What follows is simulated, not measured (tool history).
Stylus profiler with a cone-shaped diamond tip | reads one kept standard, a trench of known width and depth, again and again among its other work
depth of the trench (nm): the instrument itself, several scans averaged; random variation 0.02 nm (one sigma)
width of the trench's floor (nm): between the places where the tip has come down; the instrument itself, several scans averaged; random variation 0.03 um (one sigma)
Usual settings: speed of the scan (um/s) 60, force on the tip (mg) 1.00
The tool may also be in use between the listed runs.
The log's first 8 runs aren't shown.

run	hour	speed of the scan (um/s)	force on the tip (mg)	scans with this tip	hours of work since the height scale was calibrated	depth of the trench (nm)	width of the trench's floor (nm)
9	145.6	60	1.00	4074	504	100.41	97440
10	168.2	60	1.00	4185	517	100.39	97430
11	180.4	60	1.00	4245	525	100.37	97430
12	194.7	60	1.00	4315	533	100.35	97440
13	211.0	60	1.00	4395	543	100.41	97460
14	235.1	60	1.00	4513	558	100.36	97410
15	259.2	60	1.00	4631	572	100.36	97450
16	273.3	198	1.00	4700	581	100.35	96350
17	289.8	60	1.00	4781	591	100.37	97430
18	304.6	149	1.00	4854	600	100.35	96690
19	318.4	149	1.00	4921	608	100.36	96720
20	341.2	149	1.00	5033	622	100.35	96720
21	366.0	18	1.00	5155	637	100.37	97780
22	387.8	18	1.00	5261	650	100.34	97720
23	403.0	223	0.95	5336	659	100.30	96100
24	418.4	38	1.76	5411	669	100.55	97630
25	443.3	166	2.44	5533	684	100.72	97010
26	454.5	66	0.40	5588	691	100.11	97030
27	477.0	21	1.19	5699	704	100.38	97680

The next listed run, before its measurement:
28	498.7	21	1.48	5805	717	?	?

depth of the trench (nm): 100.50
width of the trench's floor (nm): 97710
Without the tool's hidden state the same run would have given depth of the trench (nm) 100.68, width of the trench's floor (nm) 97840.

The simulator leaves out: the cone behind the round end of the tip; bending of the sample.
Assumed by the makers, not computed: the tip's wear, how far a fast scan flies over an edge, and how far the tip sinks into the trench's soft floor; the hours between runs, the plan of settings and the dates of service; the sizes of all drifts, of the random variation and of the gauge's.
